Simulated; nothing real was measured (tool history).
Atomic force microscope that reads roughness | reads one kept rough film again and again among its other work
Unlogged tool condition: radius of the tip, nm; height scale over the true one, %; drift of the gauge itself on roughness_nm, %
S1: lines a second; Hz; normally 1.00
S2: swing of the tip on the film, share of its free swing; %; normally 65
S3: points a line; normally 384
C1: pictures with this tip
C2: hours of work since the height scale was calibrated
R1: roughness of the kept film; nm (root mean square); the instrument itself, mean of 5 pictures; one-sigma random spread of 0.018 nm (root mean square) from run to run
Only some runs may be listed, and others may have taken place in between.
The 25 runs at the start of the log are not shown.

{"hour": 801.4, "done": "new tip fitted"}
{"run": 26, "hour": 830.3, "S1": 3.15, "S2": 65, "S3": 395, "C1": 43, "C2": 829, "R1": 3.467}
{"hour": 847.9, "done": "new tip fitted"}
{"run": 27, "hour": 870.0, "S1": 1.0, "S2": 75, "S3": 939, "C1": 32, "C2": 856, "R1": 3.823}
{"hour": 894.4, "done": "new tip fitted"}
{"run": 28, "hour": 914.9, "S1": 0.9, "S2": 88, "S3": 789, "C1": 30, "C2": 887, "R1": 3.612}
{"hour": 939.6, "done": "new tip fitted"}
{"run": 29, "hour": 952.2, "S1": 0.9, "S2": 88, "S3": 789, "C1": 18, "C2": 913, "R1": 3.759}
{"hour": 988.0, "done": "new tip fitted"}
{"run": 30, "hour": 998.4, "S1": 2.43, "S2": 75, "S3": 635, "C1": 16, "C2": 944, "R1": 3.642}
{"run": 31, "hour": 1020.1, "S1": 1.59, "S2": 78, "S3": 536, "C1": 48, "C2": 959, "R1": 3.377}
{"hour": 1023.7, "done": "height scale calibrated on a step standard"}
{"hour": 1036.3, "done": "new tip fitted"}
{"run": 32, "hour": 1046.3, "S1": 2.06, "S2": 65, "S3": 759, "C1": 14, "C2": 15, "R1": 3.988}
{"hour": 1080.8, "done": "new tip fitted"}
{"run": 33, "hour": 1086.1, "S1": 1.0, "S2": 59, "S3": 640, "C1": 7, "C2": 42, "R1": 4.337}
{"hour": 1104.3, "done": "height scale calibrated on a step standard, once more"}
{"run": 34, "hour": 1109.1, "S1": 1.16, "S2": 65, "S3": 384, "C1": 40, "C2": 3, "R1": 3.82}
{"hour": 1127.4, "done": "new tip fitted"}
{"run": 35, "hour": 1134.6, "S1": 2.88, "S2": 87, "S3": 324, "C1": 11, "C2": 21, "R1": 3.041}
{"hour": 1172.8, "done": "new tip fitted"}
{"run": 36, "hour": 1180.0, "S1": 2.88, "S2": 87, "S3": 324, "C1": 10, "C2": 52, "R1": 3.064}
{"hour": 1221.2, "done": "new tip fitted"}
{"run": 37, "hour": 1223.5, "S1": 0.6, "S2": 65, "S3": 294, "C1": 4, "C2": 81, "R1": 4.402}
{"run": 38, "hour": 1258.6, "S1": 3.78, "S2": 56, "S3": 561, "C1": 56, "C2": 106, "R1": 3.534}
{"hour": 1267.7, "done": "new tip fitted"}
{"run": 39, "hour": 1283.2, "S1": 3.26, "S2": 81, "S3": 531, "C1": 23, "C2": 122, "R1": 3.072}
{"hour": 1312.6, "done": "new tip fitted"}
{"run": 40, "hour": 1325.2, "S1": 3.1, "S2": 65, "S3": 264, "C1": 19, "C2": 151, "R1": 3.703}
{"run": 41, "hour": 1349.2, "S1": 2.66, "S2": 65, "S3": 686, "C1": 54, "C2": 168, "R1": 3.389}
{"hour": 1359.0, "done": "new tip fitted"}
{"run": 42, "hour": 1394.6, "S1": 2.66, "S2": 82, "S3": 649, "C1": 52, "C2": 199, "R1": 2.891}
{"hour": 1405.6, "done": "new tip fitted"}
{"run": 43, "hour": 1431.1, "S1": 0.59, "S2": 89, "S3": 384, "C1": 38, "C2": 224, "R1": 3.686}
{"hour": 1450.1, "done": "new tip fitted"}
{"run": 44, "hour": 1467.2, "S1": 0.54, "S2": 77, "S3": 542, "C1": 25, "C2": 248, "R1": 4.034}
{"run": 45, "hour": 1492.0, "S1": 1.0, "S2": 74, "S3": 295, "C1": 62, "C2": 266, "R1": 3.49}
{"hour": 1496.3, "done": "new tip fitted"}
{"run": 46, "hour": 1516.7, "S1": 1.0, "S2": 74, "S3": 295, "C1": 30, "C2": 282, "R1": 3.813}
{"hour": 1542.1, "done": "new tip fitted"}
{"run": 47, "hour": 1554.2, "S1": 1.0, "S2": 57, "S3": 448, "C1": 18, "C2": 308, "R1": 4.296}
{"hour": 1588.3, "done": "new tip fitted"}
{"run": 48, "hour": 1593.7, "S1": 1.0, "S2": 57, "S3": 448, "C1": 8, "C2": 335, "R1": 4.366}
{"hour": 1634.7, "done": "new tip fitted"}
{"run": 49, "hour": 1641.8, "S1": 1.0, "S2": 57, "S3": 448, "C1": 10, "C2": 368, "R1": 4.393}
{"hour": 1680.1, "done": "new tip fitted"}
{"run": 50, "hour": 1688.5, "S1": 3.17, "S2": 61, "S3": 532, "C1": 12, "C2": 400, "R1": 3.884}

4 options for the next run, each taken on its own from the tool as it stands now. Forecast them:
{"hour": 1725.0, "done": "new tip fitted"}
{"run": "A", "hour": 1735.2, "S1": 1.04, "S2": 65, "S3": 384, "C1": 16, "C2": 432, "R1": "?"}
{"hour": 1725.0, "done": "new tip fitted"}
{"run": "B", "hour": 1735.2, "S1": 3.17, "S2": 81, "S3": 451, "C1": 16, "C2": 432, "R1": "?"}
{"hour": 1725.0, "done": "new tip fitted"}
{"run": "C", "hour": 1735.2, "S1": 1.0, "S2": 59, "S3": 765, "C1": 16, "C2": 432, "R1": "?"}
{"hour": 1725.0, "done": "new tip fitted"}
{"run": "D", "hour": 1735.2, "S1": 2.02, "S2": 56, "S3": 532, "C1": 16, "C2": 432, "R1": "?"}

run=A R1=4.143
run=B R1=3.202
run=C R1=4.271
run=D R1=4.156
Take away the tool's hidden state, keep each run's random variation, and the runs would have read:
run=A R1=4.410
run=B R1=3.408
run=C R1=4.547
run=D R1=4.424
